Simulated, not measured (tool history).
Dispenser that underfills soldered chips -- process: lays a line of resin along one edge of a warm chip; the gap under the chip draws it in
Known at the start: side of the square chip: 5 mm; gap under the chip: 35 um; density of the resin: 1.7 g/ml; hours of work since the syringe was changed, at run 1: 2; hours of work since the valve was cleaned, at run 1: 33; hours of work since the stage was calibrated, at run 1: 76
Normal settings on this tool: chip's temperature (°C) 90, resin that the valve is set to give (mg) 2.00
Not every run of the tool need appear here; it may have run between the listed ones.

run   hour  chip's temperature (°C)  resin that the valve is set to give (mg)  hours of work since the syringe was changed  hours of work since the valve was cleaned  hours of work since the stage was calibrated  time until the resin shows at the far edge (s)  resin that the valve gave (mg)
  1    0.0                       90                                      2.00                                            2                                         33                                            76                                            43.2                            1.93
  2    4.8                       90                                      2.00                                            5                                         36                                            80                                            55.9                            1.99
       8.6  -- new syringe of resin
  3    9.8                       90                                      2.00                                            1                                         40                                            83                                            42.7                            1.95
  4   13.5                       90                                      2.00                                            4                                         42                                            86                                            51.3                            1.98
  5   17.2                       83                                      2.00                                            6                                         45                                            88                                            73.4                            1.94
      19.1  -- new syringe of resin
  6   20.1                      104                                      2.00                                            1                                         47                                            90                                            29.3                            1.96
  7   23.2                      104                                      2.00                                            3                                         49                                            93                                            34.7                            1.96
  8   27.6                      104                                      2.00                                            6                                         52                                            96                                            42.1                            1.95
      29.8  -- new syringe of resin
  9   31.0                       90                                      2.00                                            1                                         55                                            98                                            42.3                            1.94
 10   33.9                       90                                      2.00                                            3                                         57                                           100                                            47.8                            1.94
 11   36.9                       90                                      2.00                                            5                                         59                                           102                                            55.6                            1.97
      40.6  -- new syringe of resin
 12   42.2                       90                                      2.00                                            1                                         63                                           106                                            43.8                            1.95
 13   46.5                       90                                      2.00                                            4                                         66                                           109                                            52.6                            1.95
      51.3  -- new syringe of resin
 14   51.4                       90                                      2.00                                            0                                         69                                           112                                            40.8                            1.90
 15   53.6                       90                                      2.00                                            2                                         71                                           114                                            45.0                            1.92
 16   55.8                       90                                      2.00                                            3                                         72                                           116                                            50.1                            1.93
 17   60.8                       87                                      2.00                                            7                                         76                                           119                                            69.7                            1.96
      62.0  -- new syringe of resin
 18   65.8                       87                                      2.00                                            3                                         79                                           123                                            51.2                            1.94
 19   70.2                       80                                      2.40                                            6                                         82                                           126                                            73.6                            2.32
      72.5  -- new syringe of resin
 20   75.2                       76                                      1.75                                            2                                         86                                           129                                            71.9                            1.71
 21   78.5                       95                                      2.52                                            4                                         88                                           132                                            45.0                            2.39
      83.2  -- new syringe of resin
 22   83.6                      104                                      1.90                                            0                                         92                                           135                                            30.2                            1.80
 23   86.4                       83                                      1.97                                            2                                         94                                           137                                            58.7                            1.88
 24   88.7                       95                                      2.34                                            4                                         95                                           139                                            44.5                            2.26
 25   91.3                       92                                      1.76                                            6                                         97                                           141                                            60.6                            1.72
      93.7  -- new syringe of resin
 26   93.7                       92                                      1.76                                            0                                         99                                           142                                            40.1                            1.66
 27   96.7                       84                                      2.20                                            2                                        101                                           144                                            54.2                            2.10
 28  101.1                       84                                      1.91                                            5                                        104                                           148                                            69.0                            1.83
     104.2  -- new syringe of resin
 29  106.0                      102                                      2.45                                            1                                        108                                           151                                            32.2                            2.31
 30  109.5                      102                                      2.00                                            4                                        110                                           154                                            38.5                            1.90
 31  112.3                      103                                      2.37                                            6                                        112                                           156                                            41.4                            2.28
     114.6  -- new syringe of resin
 32  114.6                      103                                      2.37                                            0                                        114                                           157                                            27.4                            2.26
 33  117.8                       83                                      2.00                                            2                                        116                                           159                                            59.0                            1.94
 34  121.8                      100                                      2.18                                            5                                        119                                           162                                            42.9                            2.09
 35  123.8                      104                                      1.93                                            7                                        120                                           164                                            44.4                            1.84

Forecast each of these 3 alternatives for the next run:
     125.1  -- new syringe of resin
  A  127.2                      101                                      2.52                                            2                                        123                                           166                                               ?                               ?
     125.1  -- new syringe of resin
  B  127.2                       77                                      1.92                                            2                                        123                                           166                                               ?                               ?
     125.1  -- new syringe of resin
  C  127.2                      105                                      2.42                                            2                                        123                                           166                                               ?                               ?

run  time until the resin shows at the far edge (s)  resin that the valve gave (mg)
  A                                            32.6                            2.41
  B                                            65.3                            1.80
  C                                            29.6                            2.30
Had the tool no hidden state, the same runs would have come out as:
run  time until the resin shows at the far edge (s)  resin that the valve gave (mg)
  A                                            28.5                            2.54
  B                                            56.1                            1.90
  C                                            25.8                            2.43

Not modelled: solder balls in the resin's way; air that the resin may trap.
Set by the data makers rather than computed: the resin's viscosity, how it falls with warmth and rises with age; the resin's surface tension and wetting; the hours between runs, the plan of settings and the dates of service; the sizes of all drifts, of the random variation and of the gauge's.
